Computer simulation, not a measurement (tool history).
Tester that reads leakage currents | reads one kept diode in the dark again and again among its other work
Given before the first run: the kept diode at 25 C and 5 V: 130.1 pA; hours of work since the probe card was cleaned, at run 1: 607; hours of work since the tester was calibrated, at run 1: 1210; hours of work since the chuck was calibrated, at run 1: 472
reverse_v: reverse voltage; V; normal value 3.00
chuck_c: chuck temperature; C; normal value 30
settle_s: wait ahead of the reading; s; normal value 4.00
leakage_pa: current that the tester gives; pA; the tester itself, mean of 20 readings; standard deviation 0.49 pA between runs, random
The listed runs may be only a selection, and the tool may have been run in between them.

run	hour	reverse_v	chuck_c	settle_s	hours of work since the probe card was cleaned	hours of work since the tester was calibrated	hours of work since the chuck was calibrated	leakage_pa
1	0.0	3.00	30	4.00	607	1210	472	140.81
2	110.4	3.00	30	4.00	661	1264	525	139.40
3	221.1	3.00	30	4.00	715	1317	579	137.32
4	285.4	3.00	30	4.00	746	1349	610	136.75
5	343.4	3.00	30	4.00	774	1377	639	135.27
6	457.6	3.00	27	4.00	830	1432	694	102.09
7	528.1	3.00	30	0.89	864	1467	728	133.24
# hour 541.4: chuck's temperature calibrated
8	581.6	3.00	30	0.77	889	1492	20	163.31
9	694.8	3.00	30	4.00	944	1547	75	160.98
10	757.8	3.00	30	4.00	975	1577	105	157.96
11	832.5	3.00	30	4.00	1011	1614	142	156.43
12	895.1	3.00	30	2.22	1042	1644	172	156.22
13	971.5	3.00	30	2.22	1079	1681	209	155.34
14	1047.6	5.40	30	2.22	1116	1718	246	200.91
15	1155.1	5.40	30	2.22	1168	1771	298	197.94
16	1263.2	5.40	30	2.22	1221	1823	351	195.30
17	1353.1	2.90	30	1.12	1264	1867	395	145.63
18	1416.2	2.90	30	1.12	1295	1898	425	144.65
19	1531.9	8.52	36	2.25	1351	1954	482	390.23
20	1609.0	1.70	58	2.25	1389	1991	519	1066.69
21	1699.4	2.52	21	0.64	1433	2035	563	58.80
22	1783.8	2.52	21	1.30	1474	2076	604	57.79
23	1907.9	12.25	46	1.44	1534	2137	665	996.41
24	2015.4	12.25	46	1.44	1586	2189	717	987.69

Pick out some run-to-run changes in leakage_pa. Of each, how much would a tool without hidden state show as well, from the settings, what came in and chance, and how much is left for the hidden state and any gauge scatter not in both results compared?
Hidden state present: stray current of the dirty probe card, pA a volt; current scale over the true one, %; true chuck temperature over the reading, C; drift of the gauge itself on leakage_pa, %.
Run 20 -> 21: reverse_v 1.70 -> 2.52, chuck_c 58 -> 21, settle_s 2.25 -> 0.64. leakage_pa -1007.89 pA: hidden state +112.02, all else -1119.91.
Run 22 -> 23: reverse_v 2.52 -> 12.25, chuck_c 21 -> 46, settle_s 1.30 -> 1.44. leakage_pa +938.62 pA: hidden state -144.48, all else +1083.10.
